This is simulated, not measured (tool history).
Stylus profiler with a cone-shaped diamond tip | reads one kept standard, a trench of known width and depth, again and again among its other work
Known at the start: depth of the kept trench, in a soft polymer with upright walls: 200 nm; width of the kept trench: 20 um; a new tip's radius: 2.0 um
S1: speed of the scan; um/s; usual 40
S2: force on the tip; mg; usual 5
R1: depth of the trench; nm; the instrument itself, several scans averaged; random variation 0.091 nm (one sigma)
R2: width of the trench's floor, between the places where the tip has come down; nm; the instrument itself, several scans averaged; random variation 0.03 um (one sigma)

run,hour,S1,S2,R1,R2
1,0,40,5,204.62,17780
2,39.3,40,5,204.58,17750
3,63.1,40,4.4,204.27,17770
4,88.7,40,5,204.59,17700
5,112.5,40,5,204.69,17780
6,133.1,40,5,204.76,17670
7,160.9,40,5,204.64,17710
# hour 164.7: height scale calibrated on a step standard
8,199.5,40,10.16,207.49,17740
# hour 228: height scale calibrated on a step standard, once more
9,228,40,5,204.1,17680
10,268.7,40,9.17,206.03,17690
11,294.4,40,5,204.04,17690
12,329,40,5,204.12,17720
13,355.5,40,5,204.03,17660
14,380.5,40,5,204.22,17630
15,401.9,153,8.81,205.97,17400
16,421.9,153,8.81,205.87,17370
17,461.3,52,4.83,204.06,17570
18,494,52,4.83,204.13,17550
19,510.8,52,4.83,204.23,17570
20,528.9,52,4.83,204.13,17600
21,545.7,44,3.06,202.98,17510
22,586.2,44,3.06,203.15,17450
23,622.8,78,3.73,203.57,17360
24,651.6,40,5.31,204.44,17500
25,692.8,24,2.8,203,17580

The same runs without the tool's hidden state, with the same run-to-run variation:
The hidden state here: radius of the tip, um; height scale over the true one, %; drift of the gauge itself on depth_nm, %; drift of the gauge itself on floor_um, %.
run,R1,R2
1,204,18140
2,203.94,18120
3,203.61,18150
4,203.91,18090
5,203.99,18170
6,204.05,18080
7,203.92,18120
8,206.43,18160
9,204.05,18110
10,205.96,18140
11,203.95,18140
12,204.01,18190
13,203.91,18140
14,204.08,18120
15,205.81,17900
16,205.7,17870
17,203.86,18080
18,203.91,18070
19,204,18100
20,203.88,18130
21,202.73,18050
22,202.86,18000
23,203.26,17930
24,204.11,18070
25,202.64,18170
